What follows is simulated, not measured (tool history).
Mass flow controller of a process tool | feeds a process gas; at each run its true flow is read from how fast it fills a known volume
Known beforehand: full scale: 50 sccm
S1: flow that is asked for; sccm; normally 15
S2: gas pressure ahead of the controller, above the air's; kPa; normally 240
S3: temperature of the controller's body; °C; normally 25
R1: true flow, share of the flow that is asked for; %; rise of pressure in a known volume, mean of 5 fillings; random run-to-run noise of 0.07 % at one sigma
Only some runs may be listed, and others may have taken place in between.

| run | day | S1 | S2 | S3 | R1 |
|---|---|---|---|---|---|
| 1 | 0 | 15 | 240 | 25 | 99.08 |
| 2 | 14.688 | 15 | 240 | 21 | 99.35 |
| 3 | 28.046 | 15 | 235 | 21 | 99.14 |
| 4 | 43.975 | 15 | 248 | 21 | 98.88 |
| 5 | 62.112 | 15 | 248 | 21 | 98.9 |
| 6 | 82.021 | 40 | 248 | 21 | 99.22 |
| 7 | 92.25 | 40 | 248 | 21 | 99.34 |
| 8 | 105.512 | 14 | 177 | 27 | 98.51 |
| 9 | 119.812 | 14 | 177 | 27 | 98.38 |

Estimate the outcome of run 10 from the log above:
| 10 | 135.683 | 24 | 260 | 26 | ? |

{"run 10": {"R1": 98.35}}
Were there no unlogged condition in the tool, this run, its random variation unchanged, would have produced R1 99.24 %.
